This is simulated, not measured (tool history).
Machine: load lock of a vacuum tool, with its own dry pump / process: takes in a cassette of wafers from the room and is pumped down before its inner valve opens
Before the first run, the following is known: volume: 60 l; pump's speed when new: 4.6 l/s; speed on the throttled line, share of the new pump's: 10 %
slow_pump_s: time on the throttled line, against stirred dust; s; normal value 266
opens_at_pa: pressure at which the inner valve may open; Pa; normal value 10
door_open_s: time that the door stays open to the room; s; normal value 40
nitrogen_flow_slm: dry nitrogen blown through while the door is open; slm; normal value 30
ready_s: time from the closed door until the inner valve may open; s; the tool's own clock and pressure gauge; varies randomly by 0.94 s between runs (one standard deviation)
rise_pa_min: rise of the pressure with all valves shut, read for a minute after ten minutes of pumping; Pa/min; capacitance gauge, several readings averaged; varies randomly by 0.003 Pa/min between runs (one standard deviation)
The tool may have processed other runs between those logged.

run,hour,slow_pump_s,opens_at_pa,door_open_s,nitrogen_flow_slm,"incoming humidity of the room's air, %",ready_s,rise_pa_min
1,0.0,266,10,40,30,44.9,360.2,0.245
2,250.9,266,10,40,30,45.5,361.4,0.251
3,533.5,266,10,40,23,46.9,361.3,0.261
4,833.6,266,10,40,23,45.2,362.6,0.264
5,1008.3,266,10,40,23,46.2,362.8,0.274
6,1200.8,266,10,40,23,42.8,364.5,0.273
7,1423.4,167,10,40,30,41.9,274.3,0.274
8,1616.8,266,10,40,17,43.3,363.9,0.282
9,1802.7,266,8,40,30,42.2,367.8,0.288
10,1970.4,266,8,40,30,46.8,367.5,0.298
11,2238.4,266,8,40,30,46.0,368.6,0.291
12,2386.7,266,8,40,30,42.0,367.0,0.297
13,2737.1,266,8,40,30,44.9,369.0,0.306
14,2960.3,266,8,40,30,47.8,367.3,0.315
15,3134.6,266,8,40,30,45.2,368.3,0.324
16,3447.9,266,8,40,30,43.8,369.5,0.333
17,3738.8,266,8,40,30,46.7,370.0,0.340
18,4025.2,266,11,40,30,45.5,366.6,0.337
19,4275.8,266,11,40,30,45.4,365.9,0.342
# hour 4455.1: door's seal changed, seat wiped
20,4455.8,526,18,57,30,45.6,591.0,0.016
21,4806.3,318,9,151,9,44.8,415.9,0.041
22,5099.7,318,9,151,9,45.9,414.9,0.048
23,5426.7,318,9,151,9,46.8,415.9,0.049
24,5632.5,318,9,151,9,43.3,414.9,0.047
25,5869.6,266,10,40,22,48.6,370.9,0.023
26,6166.4,266,10,40,22,46.0,369.6,0.023
27,6334.5,266,10,40,22,45.6,370.9,0.029
28,6620.1,475,14,81,37,42.9,550.3,0.032
29,6800.7,475,17,105,37,43.5,551.1,0.030
30,7138.8,351,12,95,8,47.5,445.2,0.047
31,7283.0,351,12,95,8,46.3,444.0,0.049
32,7569.5,351,12,38,8,45.9,443.7,0.040
33,7883.4,351,12,38,8,43.1,445.7,0.045
34,8222.3,502,10,130,8,43.3,582.3,0.059
35,8488.9,266,11,132,30,47.1,372.6,0.053
36,8822.2,266,11,132,30,45.2,373.5,0.062
37,9137.9,499,9,215,15,46.6,583.9,0.078
38,9407.5,266,14,34,30,45.4,369.5,0.043

Subtracting, for every run, the result it would have given without the tool's unlogged condition from the measured result gives the following. The same run-to-run variation enters both numbers; the gauge's scatter may not:
Hidden state present: pump's speed, % of a new pump's; leak at the door's seal, Pa l/s; drift of the gauge itself on ready_s, %; drift of the gauge itself on rise_pa_min, %.
run,ready_s,rise_pa_min
1,+0.8,+0.234
2,+1.1,+0.239
3,+1.4,+0.248
4,+1.8,+0.255
5,+2.0,+0.261
6,+2.2,+0.259
7,+3.1,+0.264
8,+2.8,+0.270
9,+3.4,+0.278
10,+3.6,+0.281
11,+4.0,+0.282
12,+4.2,+0.283
13,+4.8,+0.294
14,+5.0,+0.302
15,+5.3,+0.310
16,+5.6,+0.321
17,+6.1,+0.326
18,+5.9,+0.327
19,+6.3,+0.340
20,+4.3,+0.001
21,+6.8,+0.002
22,+7.1,+0.004
23,+7.6,+0.006
24,+7.8,+0.007
25,+8.5,+0.009
26,+8.9,+0.011
27,+9.2,+0.012
28,+7.1,+0.013
29,+7.1,+0.015
30,+9.2,+0.017
31,+9.3,+0.019
32,+9.7,+0.020
33,+10.2,+0.023
34,+9.0,+0.026
35,+12.2,+0.028
36,+12.8,+0.031
37,+10.4,+0.034
38,+13.4,+0.036

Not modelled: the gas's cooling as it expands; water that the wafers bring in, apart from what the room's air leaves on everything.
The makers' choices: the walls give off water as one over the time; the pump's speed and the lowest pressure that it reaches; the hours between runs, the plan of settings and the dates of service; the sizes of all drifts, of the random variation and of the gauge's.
